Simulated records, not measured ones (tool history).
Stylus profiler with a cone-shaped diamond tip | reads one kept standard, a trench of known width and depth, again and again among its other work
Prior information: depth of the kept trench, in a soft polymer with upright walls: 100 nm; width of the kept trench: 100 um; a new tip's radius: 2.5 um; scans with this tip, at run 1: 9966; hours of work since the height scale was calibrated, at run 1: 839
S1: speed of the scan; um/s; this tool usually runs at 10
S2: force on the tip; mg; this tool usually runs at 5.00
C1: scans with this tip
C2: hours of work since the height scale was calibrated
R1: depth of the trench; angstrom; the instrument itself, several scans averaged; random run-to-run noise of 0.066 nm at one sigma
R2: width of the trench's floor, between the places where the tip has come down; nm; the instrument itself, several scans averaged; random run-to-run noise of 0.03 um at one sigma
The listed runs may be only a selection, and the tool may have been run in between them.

run 1 hour=0.0 | S1=10 S2=5.00 | C1=9966 C2=839 | R1=1015.5 R2=97940
run 2 hour=62.9 | S1=10 S2=5.00 | C1=10422 C2=877 | R1=1017.8 R2=98010
run 3 hour=98.9 | S1=10 S2=5.31 | C1=10684 C2=899 | R1=1018.4 R2=97970
run 4 hour=171.7 | S1=10 S2=5.00 | C1=11211 C2=944 | R1=1017.3 R2=97990
run 5 hour=215.2 | S1=8 S2=5.00 | C1=11527 C2=970 | R1=1017.6 R2=97980
run 6 hour=277.6 | S1=10 S2=3.78 | C1=11979 C2=1008 | R1=1015.6 R2=97940
run 7 hour=318.8 | S1=10 S2=3.78 | C1=12277 C2=1033 | R1=1014.8 R2=97970
run 8 hour=362.5 | S1=10 S2=9.90 | C1=12594 C2=1060 | R1=1025.7 R2=97870
run 9 hour=415.0 | S1=32 S2=9.90 | C1=12975 C2=1092 | R1=1026.5 R2=97850
run 10 hour=469.0 | S1=32 S2=9.90 | C1=13366 C2=1125 | R1=1027.0 R2=97850
-- hour=481.4 height scale calibrated on a step standard
run 11 hour=525.6 | S1=10 S2=5.00 | C1=13774 C2=27 | R1=1013.8 R2=97860
run 12 hour=587.8 | S1=10 S2=4.48 | C1=14224 C2=65 | R1=1013.4 R2=97820
-- hour=635.4 new tip fitted, height scale calibrated
run 13 hour=635.7 | S1=10 S2=3.44 | C1=2 C2=0 | R1=1012.0 R2=98540
run 14 hour=708.7 | S1=10 S2=9.27 | C1=531 C2=45 | R1=1021.8 R2=98560
run 15 hour=745.0 | S1=10 S2=5.00 | C1=794 C2=67 | R1=1014.1 R2=98510
run 16 hour=778.3 | S1=10 S2=6.02 | C1=1036 C2=87 | R1=1016.5 R2=98550
run 17 hour=812.7 | S1=2 S2=5.00 | C1=1285 C2=108 | R1=1014.9 R2=98510
run 18 hour=869.0 | S1=11 S2=5.00 | C1=1694 C2=143 | R1=1014.0 R2=98460
run 19 hour=938.4 | S1=11 S2=5.00 | C1=2197 C2=185 | R1=1015.4 R2=98390
run 20 hour=999.5 | S1=10 S2=5.00 | C1=2639 C2=222 | R1=1014.8 R2=98420
run 21 hour=1041.4 | S1=10 S2=5.00 | C1=2943 C2=248 | R1=1014.5 R2=98360
run 22 hour=1083.6 | S1=10 S2=5.00 | C1=3249 C2=273 | R1=1016.7 R2=98380
run 23 hour=1126.2 | S1=10 S2=5.00 | C1=3558 C2=299 | R1=1015.0 R2=98380
run 24 hour=1174.8 | S1=2 S2=4.90 | C1=3910 C2=329 | R1=1015.0 R2=98360
run 25 hour=1227.2 | S1=2 S2=4.90 | C1=4290 C2=361 | R1=1015.2 R2=98370
run 26 hour=1281.6 | S1=2 S2=4.90 | C1=4685 C2=394 | R1=1015.3 R2=98330
run 27 hour=1359.9 | S1=5 S2=14.71 | C1=5252 C2=442 | R1=1030.6 R2=98270
run 28 hour=1431.3 | S1=5 S2=14.71 | C1=5770 C2=486 | R1=1030.7 R2=98200
run 29 hour=1502.4 | S1=5 S2=14.71 | C1=6285 C2=529 | R1=1032.2 R2=98270
run 30 hour=1563.9 | S1=5 S2=14.71 | C1=6731 C2=566 | R1=1031.8 R2=98250
run 31 hour=1601.3 | S1=5 S2=14.71 | C1=7003 C2=589 | R1=1032.4 R2=98140
run 32 hour=1669.0 | S1=5 S2=14.71 | C1=7493 C2=631 | R1=1031.6 R2=98140
run 33 hour=1734.3 | S1=5 S2=14.71 | C1=7967 C2=670 | R1=1032.0 R2=98120
run 34 hour=1809.1 | S1=5 S2=14.71 | C1=8509 C2=716 | R1=1032.4 R2=98020
run 35 hour=1848.2 | S1=3 S2=8.25 | C1=8792 C2=740 | R1=1022.2 R2=98150
run 36 hour=1922.9 | S1=4 S2=8.72 | C1=9334 C2=785 | R1=1023.2 R2=98020
run 37 hour=1968.2 | S1=20 S2=2.87 | C1=9662 C2=813 | R1=1011.6 R2=98040
run 38 hour=2035.6 | S1=20 S2=2.87 | C1=10151 C2=854 | R1=1013.1 R2=97940
run 39 hour=2112.2 | S1=3 S2=14.92 | C1=10706 C2=901 | R1=1032.6 R2=98030
run 40 hour=2155.8 | S1=3 S2=10.11 | C1=11022 C2=928 | R1=1026.2 R2=97980
run 41 hour=2192.8 | S1=3 S2=10.11 | C1=11290 C2=950 | R1=1026.2 R2=97970
run 42 hour=2266.0 | S1=3 S2=11.07 | C1=11821 C2=995 | R1=1028.0 R2=97960
run 43 hour=2336.2 | S1=3 S2=11.07 | C1=12330 C2=1038 | R1=1029.5 R2=97970
run 44 hour=2409.2 | S1=4 S2=4.53 | C1=12859 C2=1082 | R1=1017.2 R2=97880
run 45 hour=2476.7 | S1=6 S2=2.14 | C1=13348 C2=1123 | R1=1011.6 R2=97870

Forecast each of these 3 alternatives for the next run:
-- hour=2491.6 height scale calibrated on a step standard
run A hour=2555.1 | S1=18 S2=13.01 | C1=13913 C2=39 | R1=? R2=?
-- hour=2491.6 height scale calibrated on a step standard
run B hour=2555.1 | S1=5 S2=2.14 | C1=13913 C2=39 | R1=? R2=?
-- hour=2491.6 height scale calibrated on a step standard
run C hour=2555.1 | S1=2 S2=3.82 | C1=13913 C2=39 | R1=? R2=?

run=A R1=1027.5 R2=97830
run=B R1=1008.7 R2=97840
run=C R1=1011.9 R2=97820
Stripped of hidden state, with their random variation kept, the same runs would have yielded:
run=A R1=1027.2 R2=98550
run=B R1=1008.4 R2=98560
run=C R1=1011.6 R2=98540
